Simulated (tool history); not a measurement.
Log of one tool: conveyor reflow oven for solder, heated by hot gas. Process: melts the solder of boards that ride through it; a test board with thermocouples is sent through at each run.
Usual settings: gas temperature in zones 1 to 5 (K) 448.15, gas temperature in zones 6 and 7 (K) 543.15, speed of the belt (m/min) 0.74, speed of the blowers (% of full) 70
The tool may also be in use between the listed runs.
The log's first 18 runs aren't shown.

run     day  gas temperature in zones 1 to 5 (K)  gas temperature in zones 6 and 7 (K)  speed of the belt (m/min)  speed of the blowers (% of full)  highest temperature of the board (K)  time above the solder's melting point (s)
 19  10.296                               448.15                                543.15                       0.74                                70                                522.35                                       40.2
 20  10.954                               446.15                                537.15                      0.704                                59                                515.55                                       37.3
 21  11.558                               448.15                                549.15                      0.752                                57                                522.25                                       38.7
 22  12.058                               448.15                                549.15                      0.752                                57                                522.75                                       38.4
 23  12.583                               436.15                                534.15                      0.798                                87                                512.55                                       28.4
 24  13.179                               436.15                                534.15                      0.798                                87                                512.75                                       28.6
 25  13.721                               448.15                                556.15                       0.74                                70                                533.15                                       45.7
 26  14.517                               450.15                                551.15                      0.594                                87                                539.25                                         62
 27  15.079                               450.15                                551.15                      0.594                                87                                539.35                                         62
 28    15.8                               450.15                                551.15                      0.594                                87                                538.35                                       62.1
 29  16.588                               450.15                                551.15                      0.594                                87                                538.75                                       62.5
 30  17.371                               458.15                                537.15                      0.594                                87                                526.15                                       59.1
 31  17.875                               448.15                                554.15                      0.597                                70                                537.65                                       60.4

3 ways to go on from here, each from the tool as it stands after run 31. What would each give?
  A  18.546                               448.15                                531.15                      0.865                                83                                     ?                                          ?
  B  18.546                               448.15                                533.15                      0.812                                67                                     ?                                          ?
  C  18.546                               452.15                                543.15                       0.74                                67                                     ?                                          ?

run  highest temperature of the board (K)  time above the solder's melting point (s)
  A                                508.35                                         25
  B                                508.35                                       26.7
  C                                521.05                                         40
Without the tool's hidden state the same runs would have given:
run  highest temperature of the board (K)  time above the solder's melting point (s)
  A                                511.35                                       27.7
  B                                511.05                                       29.3
  C                                523.65                                       41.7
